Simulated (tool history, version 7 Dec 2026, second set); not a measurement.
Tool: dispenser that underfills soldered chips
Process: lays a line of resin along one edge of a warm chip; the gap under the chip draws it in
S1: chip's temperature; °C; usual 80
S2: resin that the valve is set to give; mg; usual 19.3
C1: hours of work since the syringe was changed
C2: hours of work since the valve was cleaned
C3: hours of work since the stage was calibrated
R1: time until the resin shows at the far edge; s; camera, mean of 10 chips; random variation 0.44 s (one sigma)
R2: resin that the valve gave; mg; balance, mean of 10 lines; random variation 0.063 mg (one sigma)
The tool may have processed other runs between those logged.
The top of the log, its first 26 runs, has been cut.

run   hour  S1    S2  C1   C2   C3    R1     R2
 27  170.8  68  19.8   5   76  208  63.2  19.13
 28  174.4  66    21   7   78  211  74.4  20.33
     177.8  -- new syringe of resin
 29  178.4  69    25   0   81  213  46.9  24.24
 30  182.1  94  16.8   3   83  215  25.4  16.19
 31  189.4  83  16.8   7   88  220  45.9  16.32
     192.3  -- new syringe of resin
 32  194.8  83  16.8   2   91  223  35.2  16.21
 33  198.5  89  19.3   4   94  226  32.1  18.57
     206.8  -- new syringe of resin
 34  206.8  89  19.3   0   99  231    25  18.44
 35  212.9  92  22.4   4  103  235  27.6  21.52

Each row is a separate what-if for the run after 35, all from the same tool condition, not one after another. Results?
       221  -- new syringe of resin
  A  221.3  85  16.7   0  108  240   ?   ?
       221  -- new syringe of resin
  B  221.3  85  20.2   0  108  240   ?   ?
       221  -- new syringe of resin
  C  221.3  70    20   0  108  240   ?   ?
       221  -- new syringe of resin
  D  221.3  83  19.3   0  108  240   ?   ?
       221  -- new syringe of resin
  E  221.3  88  19.3   0  108  240   ?   ?

run    R1     R2
  A  29.4  15.95
  B  30.6  19.26
  C  47.5  19.08
  D  31.6  18.58
  E  26.8  18.47
Had the tool no hidden state, the same runs would have come out as:
run    R1     R2
  A  27.7  16.68
  B  29.1  20.14
  C    45  19.96
  D    30  19.43
  E  25.5  19.31
